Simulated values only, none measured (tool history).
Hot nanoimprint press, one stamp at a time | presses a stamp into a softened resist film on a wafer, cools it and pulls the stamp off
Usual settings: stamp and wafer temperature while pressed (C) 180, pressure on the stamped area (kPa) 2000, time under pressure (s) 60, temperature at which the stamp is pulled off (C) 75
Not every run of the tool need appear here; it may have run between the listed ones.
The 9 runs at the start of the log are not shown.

run,hour,stamp and wafer temperature while pressed (C),pressure on the stamped area (kPa),time under pressure (s),temperature at which the stamp is pulled off (C),resist left under the stamp's widest pad (Å),greatest force while the stamp is pulled off (N)
10,57.8,180,2000,60,75,1718,122
11,66.9,180,2000,60,75,1711,122
12,72.4,180,2000,60,75,1713,123
13,82.5,175,2000,60,75,1934,123
14,89.1,175,2000,60,75,1935,124
15,93.7,175,2000,60,75,1934,122
16,97.9,180,2000,60,75,1713,127
17,107.4,172,2570,38,70,2178,135
18,111.9,172,2570,38,70,2175,135
19,118.8,180,2000,60,67,1713,144
20,125.4,180,2000,57,75,1745,124
21,133.9,180,2610,60,80,1519,106
22,139.0,180,2610,60,80,1521,111
23,146.5,181,2910,97,78,1159,111
24,155.8,186,1890,97,78,1259,115
25,165.3,175,2100,60,65,1891,153
26,170.6,175,2100,60,65,1893,150
27,174.8,175,2100,60,65,1895,148
28,184.2,188,1300,118,78,1323,119
29,194.2,180,1300,118,78,1616,118
30,201.1,169,1300,44,78,2714,118
31,210.0,169,1250,84,78,2368,117

Here are 3 independent what-if runs from the current tool condition. What would each one return?
A,215.5,180,2000,75,75,?,?
B,215.5,185,1250,32,73,?,?
C,215.5,172,2850,60,75,?,?

run,resist left under the stamp's widest pad (Å),greatest force while the stamp is pulled off (N)
A,1578,125
B,2257,132
C,1803,124
Without the tool's unlogged condition, the same runs would have read:
run,resist left under the stamp's widest pad (Å),greatest force while the stamp is pulled off (N)
A,1593,107
B,2275,113
C,1816,106
